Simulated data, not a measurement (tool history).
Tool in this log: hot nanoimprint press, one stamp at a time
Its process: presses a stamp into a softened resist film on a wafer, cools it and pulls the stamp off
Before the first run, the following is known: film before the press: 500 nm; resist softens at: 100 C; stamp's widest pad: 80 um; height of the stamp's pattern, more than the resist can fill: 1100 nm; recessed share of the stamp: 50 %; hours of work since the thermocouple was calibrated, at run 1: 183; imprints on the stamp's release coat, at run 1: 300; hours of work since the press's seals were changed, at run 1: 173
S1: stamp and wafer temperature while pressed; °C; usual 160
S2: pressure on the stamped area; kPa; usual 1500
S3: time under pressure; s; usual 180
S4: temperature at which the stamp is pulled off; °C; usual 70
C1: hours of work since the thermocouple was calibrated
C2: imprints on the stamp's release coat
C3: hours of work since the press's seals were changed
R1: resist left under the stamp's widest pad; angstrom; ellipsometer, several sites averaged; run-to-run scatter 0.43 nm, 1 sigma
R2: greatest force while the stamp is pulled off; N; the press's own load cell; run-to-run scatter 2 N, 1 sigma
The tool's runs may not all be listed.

{"run": 1, "hour": 0.0, "S1": 160, "S2": 1500, "S3": 180, "S4": 70, "C1": 183, "C2": 300, "C3": 173, "R1": 1939, "R2": 192}
{"run": 2, "hour": 6.1, "S1": 169, "S2": 1500, "S3": 180, "S4": 70, "C1": 187, "C2": 316, "C3": 177, "R1": 1351, "R2": 194}
{"run": 3, "hour": 15.5, "S1": 152, "S2": 1500, "S3": 180, "S4": 70, "C1": 193, "C2": 340, "C3": 183, "R1": 2691, "R2": 196}
{"run": 4, "hour": 23.2, "S1": 152, "S2": 1500, "S3": 180, "S4": 70, "C1": 198, "C2": 360, "C3": 188, "R1": 2693, "R2": 196}
{"run": 5, "hour": 29.0, "S1": 152, "S2": 1500, "S3": 180, "S4": 70, "C1": 201, "C2": 376, "C3": 192, "R1": 2693, "R2": 193}
{"run": 6, "hour": 33.8, "S1": 152, "S2": 1500, "S3": 180, "S4": 70, "C1": 204, "C2": 388, "C3": 195, "R1": 2681, "R2": 199}
{"run": 7, "hour": 39.6, "S1": 156, "S2": 1130, "S3": 101, "S4": 68, "C1": 208, "C2": 403, "C3": 199, "R1": 3121, "R2": 198}
{"hour": 43.3, "done": "plate thermocouple calibrated"}
{"run": 8, "hour": 51.1, "S1": 156, "S2": 1130, "S3": 101, "S4": 68, "C1": 5, "C2": 426, "C3": 205, "R1": 3077, "R2": 202}
{"run": 9, "hour": 58.2, "S1": 156, "S2": 1130, "S3": 101, "S4": 68, "C1": 10, "C2": 444, "C3": 209, "R1": 3080, "R2": 199}
{"run": 10, "hour": 64.9, "S1": 160, "S2": 1500, "S3": 180, "S4": 71, "C1": 14, "C2": 462, "C3": 213, "R1": 1902, "R2": 197}
{"hour": 72.7, "done": "plate thermocouple calibrated, once more"}
{"run": 11, "hour": 78.5, "S1": 160, "S2": 1500, "S3": 180, "S4": 71, "C1": 4, "C2": 489, "C3": 220, "R1": 2008, "R2": 199}

Below are 3 alternative next runs, each starting from the tool's condition after run 11. Predict each:
{"run": "A", "hour": 88.3, "S1": 165, "S2": 1500, "S3": 308, "S4": 71, "C1": 10, "C2": 515, "C3": 227, "R1": "?", "R2": "?"}
{"run": "B", "hour": 88.3, "S1": 171, "S2": 1510, "S3": 153, "S4": 70, "C1": 10, "C2": 515, "C3": 227, "R1": "?", "R2": "?"}
{"run": "C", "hour": 88.3, "S1": 160, "S2": 1510, "S3": 180, "S4": 69, "C1": 10, "C2": 515, "C3": 227, "R1": "?", "R2": "?"}

run=A R1=1312 R2=198
run=B R1=1369 R2=201
run=C R1=2003 R2=199
Take away the tool's hidden state, keep each run's random variation, and the runs would have read:
run=A R1=1305 R2=182
run=B R1=1361 R2=185
run=C R1=1994 R2=183
